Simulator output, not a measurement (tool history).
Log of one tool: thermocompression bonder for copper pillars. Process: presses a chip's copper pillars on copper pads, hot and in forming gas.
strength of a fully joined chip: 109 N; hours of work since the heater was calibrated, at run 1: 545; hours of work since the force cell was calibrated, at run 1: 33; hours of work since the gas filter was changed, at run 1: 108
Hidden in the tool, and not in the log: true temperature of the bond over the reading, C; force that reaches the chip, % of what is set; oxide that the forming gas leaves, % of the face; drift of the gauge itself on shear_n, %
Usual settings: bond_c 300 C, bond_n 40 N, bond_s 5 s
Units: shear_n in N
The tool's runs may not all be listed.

run,day,bond_c,bond_n,bond_s,hours of work since the heater was calibrated,hours of work since the force cell was calibrated,hours of work since the gas filter was changed,shear_n
1,0,300,40,5,545,33,108,58.6
2,0.683,300,40,5,554,42,117,58.2
3,1.188,300,40,5,560,49,124,58.3
4,2.021,300,40,5,571,59,134,58.5
5,2.675,300,40,5,580,68,143,58.7
6,3.371,300,40,5,589,77,152,58
7,3.825,300,40,5,594,83,158,58.5
8,4.208,273,40,5,599,88,163,42.4
9,4.812,273,40,5,607,96,170,42.2
10,5.367,300,40,5,614,103,178,57.8
11,6.112,300,40,5,624,112,187,58
12,6.788,300,40,5,633,121,196,58.3
13,7.417,300,40,5,641,129,204,57.8
14,7.833,300,40,5,646,135,209,58.4
15,8.233,300,40,5,651,140,215,58.2
16,8.608,300,40,3,656,145,220,49.1
17,9.392,300,26,5,666,155,230,37.7
18,9.783,300,26,5,672,160,235,37.2
19,10.138,300,26,5,676,164,239,37.3
20,10.762,300,26,9,684,173,247,46.5
21,11.558,300,26,9,694,183,258,47.2
22,12.404,281,49,8,705,194,269,66.3
23,13.012,281,49,8,713,202,276,67.1
24,13.512,281,49,8,720,208,283,67.5
# day 13.733: forming gas filter changed
25,14.171,308,28,8,728,216,6,53.8
26,15.012,300,35,5,739,227,17,52.1
27,15.592,282,35,3,746,235,24,34.6
28,16.458,282,35,3,758,246,35,34.7
29,16.867,282,35,3,763,251,41,34.8
30,17.333,282,35,11,769,257,47,56.3
31,17.796,291,25,3,775,263,53,26.3
32,18.354,297,42,5,782,270,60,60.5
33,18.725,297,42,5,787,275,65,60.5
34,19.492,300,40,5,797,285,74,60
35,20.112,326,40,5,805,293,82,75.2
36,20.717,317,51,13,813,301,90,97.1
37,21.442,317,51,13,822,310,100,97.4
38,21.883,317,51,13,828,316,105,97.5

The next listed run, before its measurement:
39,22.654,278,33,5,838,326,115,?

Run 39 gave shear_n 38.2 N.
Without the tool's hidden state the same run would have given shear_n 36.4 N.

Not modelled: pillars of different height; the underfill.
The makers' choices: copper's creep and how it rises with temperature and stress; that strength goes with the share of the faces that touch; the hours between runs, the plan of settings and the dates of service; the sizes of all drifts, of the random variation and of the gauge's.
